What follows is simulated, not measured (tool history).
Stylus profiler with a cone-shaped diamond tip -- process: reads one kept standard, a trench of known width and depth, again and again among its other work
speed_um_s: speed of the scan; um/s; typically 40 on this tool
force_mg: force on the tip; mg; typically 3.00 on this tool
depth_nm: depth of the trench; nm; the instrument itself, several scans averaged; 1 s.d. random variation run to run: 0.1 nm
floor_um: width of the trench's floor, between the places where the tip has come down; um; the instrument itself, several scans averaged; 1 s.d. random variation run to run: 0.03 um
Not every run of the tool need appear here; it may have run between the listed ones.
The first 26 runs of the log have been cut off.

run 27 hour=544.2 | speed_um_s=75 force_mg=1.00 | depth_nm=100.01 floor_um=97.83
run 28 hour=560.4 | speed_um_s=28 force_mg=1.51 | depth_nm=100.28 floor_um=98.28
run 29 hour=575.2 | speed_um_s=12 force_mg=1.36 | depth_nm=100.03 floor_um=98.30
run 30 hour=594.2 | speed_um_s=40 force_mg=3.59 | depth_nm=100.31 floor_um=98.27
run 31 hour=611.4 | speed_um_s=144 force_mg=4.86 | depth_nm=100.61 floor_um=97.94
run 32 hour=638.5 | speed_um_s=12 force_mg=8.35 | depth_nm=101.01 floor_um=98.38
run 33 hour=659.8 | speed_um_s=12 force_mg=8.35 | depth_nm=100.87 floor_um=98.37
run 34 hour=678.1 | speed_um_s=14 force_mg=8.35 | depth_nm=101.02 floor_um=98.35
run 35 hour=704.6 | speed_um_s=54 force_mg=7.89 | depth_nm=101.03 floor_um=98.27
run 36 hour=717.7 | speed_um_s=53 force_mg=1.79 | depth_nm=100.16 floor_um=98.02
run 37 hour=739.3 | speed_um_s=122 force_mg=1.68 | depth_nm=100.05 floor_um=97.64
run 38 hour=762.1 | speed_um_s=97 force_mg=1.28 | depth_nm=100.14 floor_um=97.75
run 39 hour=773.8 | speed_um_s=31 force_mg=8.41 | depth_nm=100.98 floor_um=98.24
run 40 hour=787.9 | speed_um_s=17 force_mg=3.00 | depth_nm=100.09 floor_um=98.24
run 41 hour=806.4 | speed_um_s=13 force_mg=1.52 | depth_nm=100.05 floor_um=98.27

Branching from run 41: 3 alternative next runs. What would each branch give?
run A hour=823.3 | speed_um_s=32 force_mg=4.17 | depth_nm=? floor_um=?
run B hour=823.3 | speed_um_s=11 force_mg=1.16 | depth_nm=? floor_um=?
run C hour=823.3 | speed_um_s=129 force_mg=4.14 | depth_nm=? floor_um=?

run=A depth_nm=100.25 floor_um=98.20
run=B depth_nm=100.02 floor_um=98.27
run=C depth_nm=100.40 floor_um=97.86
With no hidden state in the tool, these same runs would have given:
run=A depth_nm=100.64 floor_um=98.60
run=B depth_nm=100.40 floor_um=98.67
run=C depth_nm=100.79 floor_um=98.25
